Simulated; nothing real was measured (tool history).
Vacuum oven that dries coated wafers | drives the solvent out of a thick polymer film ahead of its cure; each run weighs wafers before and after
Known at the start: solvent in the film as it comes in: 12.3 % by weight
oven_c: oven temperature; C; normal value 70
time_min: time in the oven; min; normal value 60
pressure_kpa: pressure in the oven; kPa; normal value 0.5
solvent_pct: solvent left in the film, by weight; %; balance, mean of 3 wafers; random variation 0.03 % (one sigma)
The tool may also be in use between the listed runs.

{"run": 1, "hour": 0.0, "oven_c": 70, "time_min": 60, "pressure_kpa": 0.5, "solvent_pct": 1.47}
{"run": 2, "hour": 38.4, "oven_c": 70, "time_min": 60, "pressure_kpa": 0.5, "solvent_pct": 1.46}
{"run": 3, "hour": 92.5, "oven_c": 70, "time_min": 60, "pressure_kpa": 0.5, "solvent_pct": 1.47}
{"run": 4, "hour": 123.3, "oven_c": 70, "time_min": 60, "pressure_kpa": 0.5, "solvent_pct": 1.48}
{"run": 5, "hour": 175.6, "oven_c": 70, "time_min": 60, "pressure_kpa": 0.5, "solvent_pct": 1.45}
{"run": 6, "hour": 213.0, "oven_c": 70, "time_min": 47, "pressure_kpa": 0.5, "solvent_pct": 2.19}
{"run": 7, "hour": 261.8, "oven_c": 70, "time_min": 47, "pressure_kpa": 0.5, "solvent_pct": 2.14}
{"run": 8, "hour": 321.1, "oven_c": 59, "time_min": 60, "pressure_kpa": 0.5, "solvent_pct": 3.44}
{"run": 9, "hour": 389.4, "oven_c": 59, "time_min": 60, "pressure_kpa": 0.5, "solvent_pct": 3.43}
{"run": 10, "hour": 461.5, "oven_c": 70, "time_min": 60, "pressure_kpa": 0.5, "solvent_pct": 1.46}
{"run": 11, "hour": 509.9, "oven_c": 70, "time_min": 60, "pressure_kpa": 0.5, "solvent_pct": 1.52}
{"run": 12, "hour": 540.6, "oven_c": 70, "time_min": 60, "pressure_kpa": 0.519, "solvent_pct": 1.5}
{"run": 13, "hour": 598.5, "oven_c": 73, "time_min": 60, "pressure_kpa": 0.519, "solvent_pct": 1.01}
{"run": 14, "hour": 641.2, "oven_c": 73, "time_min": 60, "pressure_kpa": 0.519, "solvent_pct": 1.09}
{"run": 15, "hour": 684.2, "oven_c": 73, "time_min": 60, "pressure_kpa": 0.519, "solvent_pct": 1.07}
{"run": 16, "hour": 718.6, "oven_c": 70, "time_min": 60, "pressure_kpa": 1.938, "solvent_pct": 1.96}
{"run": 17, "hour": 778.3, "oven_c": 75, "time_min": 60, "pressure_kpa": 0.5, "solvent_pct": 0.84}
{"run": 18, "hour": 847.1, "oven_c": 75, "time_min": 60, "pressure_kpa": 0.5, "solvent_pct": 0.94}
{"run": 19, "hour": 904.0, "oven_c": 70, "time_min": 60, "pressure_kpa": 0.5, "solvent_pct": 1.5}
{"run": 20, "hour": 978.7, "oven_c": 70, "time_min": 60, "pressure_kpa": 0.5, "solvent_pct": 1.47}
{"run": 21, "hour": 1046.0, "oven_c": 70, "time_min": 60, "pressure_kpa": 0.5, "solvent_pct": 1.51}
{"run": 22, "hour": 1104.4, "oven_c": 70, "time_min": 60, "pressure_kpa": 0.5, "solvent_pct": 1.49}
{"run": 23, "hour": 1143.7, "oven_c": 70, "time_min": 60, "pressure_kpa": 0.5, "solvent_pct": 1.49}
{"run": 24, "hour": 1213.6, "oven_c": 81, "time_min": 37, "pressure_kpa": 0.867, "solvent_pct": 1.33}
{"run": 25, "hour": 1248.9, "oven_c": 63, "time_min": 44, "pressure_kpa": 0.417, "solvent_pct": 3.65}
{"run": 26, "hour": 1297.5, "oven_c": 77, "time_min": 66, "pressure_kpa": 1.325, "solvent_pct": 0.82}
{"run": 27, "hour": 1341.9, "oven_c": 64, "time_min": 69, "pressure_kpa": 0.284, "solvent_pct": 1.92}
{"run": 28, "hour": 1372.4, "oven_c": 64, "time_min": 69, "pressure_kpa": 0.284, "solvent_pct": 1.92}
{"run": 29, "hour": 1441.0, "oven_c": 64, "time_min": 69, "pressure_kpa": 0.284, "solvent_pct": 1.91}
{"run": 30, "hour": 1503.6, "oven_c": 58, "time_min": 97, "pressure_kpa": 0.275, "solvent_pct": 1.91}
{"run": 31, "hour": 1554.1, "oven_c": 58, "time_min": 97, "pressure_kpa": 0.275, "solvent_pct": 1.94}
{"run": 32, "hour": 1604.1, "oven_c": 70, "time_min": 54, "pressure_kpa": 1.158, "solvent_pct": 1.99}
{"run": 33, "hour": 1675.1, "oven_c": 72, "time_min": 31, "pressure_kpa": 0.5, "solvent_pct": 3.25}
{"run": 34, "hour": 1743.3, "oven_c": 72, "time_min": 31, "pressure_kpa": 0.5, "solvent_pct": 3.24}
{"run": 35, "hour": 1789.4, "oven_c": 61, "time_min": 45, "pressure_kpa": 0.407, "solvent_pct": 3.95}
{"run": 36, "hour": 1828.3, "oven_c": 61, "time_min": 45, "pressure_kpa": 0.407, "solvent_pct": 4}
{"hour": 1892.6, "done": "oven's thermocouples calibrated"}
{"run": 37, "hour": 1892.6, "oven_c": 70, "time_min": 52, "pressure_kpa": 0.5, "solvent_pct": 1.9}
{"run": 38, "hour": 1966.8, "oven_c": 70, "time_min": 60, "pressure_kpa": 1.587, "solvent_pct": 1.95}
{"run": 39, "hour": 2037.5, "oven_c": 70, "time_min": 60, "pressure_kpa": 1.587, "solvent_pct": 1.87}
{"run": 40, "hour": 2080.4, "oven_c": 70, "time_min": 60, "pressure_kpa": 1.587, "solvent_pct": 1.89}
{"run": 41, "hour": 2139.2, "oven_c": 70, "time_min": 60, "pressure_kpa": 1.587, "solvent_pct": 1.83}
{"run": 42, "hour": 2212.8, "oven_c": 70, "time_min": 60, "pressure_kpa": 1.587, "solvent_pct": 1.82}
{"run": 43, "hour": 2261.1, "oven_c": 70, "time_min": 60, "pressure_kpa": 1.587, "solvent_pct": 1.87}
{"run": 44, "hour": 2322.4, "oven_c": 82, "time_min": 49, "pressure_kpa": 1.798, "solvent_pct": 0.94}
{"run": 45, "hour": 2379.2, "oven_c": 82, "time_min": 49, "pressure_kpa": 1.798, "solvent_pct": 0.89}
{"run": 46, "hour": 2421.1, "oven_c": 60, "time_min": 70, "pressure_kpa": 1.676, "solvent_pct": 3.24}

What if the next run were any one of these 5? Each begins from the tool's condition after run 46:
{"run": "A", "hour": 2455.3, "oven_c": 81, "time_min": 60, "pressure_kpa": 0.839, "solvent_pct": "?"}
{"run": "B", "hour": 2455.3, "oven_c": 76, "time_min": 60, "pressure_kpa": 0.5, "solvent_pct": "?"}
{"run": "C", "hour": 2455.3, "oven_c": 65, "time_min": 97, "pressure_kpa": 1.198, "solvent_pct": "?"}
{"run": "D", "hour": 2455.3, "oven_c": 70, "time_min": 35, "pressure_kpa": 0.5, "solvent_pct": "?"}
{"run": "E", "hour": 2455.3, "oven_c": 84, "time_min": 33, "pressure_kpa": 0.899, "solvent_pct": "?"}

run=A solvent_pct=0.53
run=B solvent_pct=0.79
run=C solvent_pct=1.33
run=D solvent_pct=3.18
run=E solvent_pct=1.25
What these runs would have given with no unlogged condition in the tool:
run=A solvent_pct=0.52
run=B solvent_pct=0.78
run=C solvent_pct=1.31
run=D solvent_pct=3.17
run=E solvent_pct=1.24
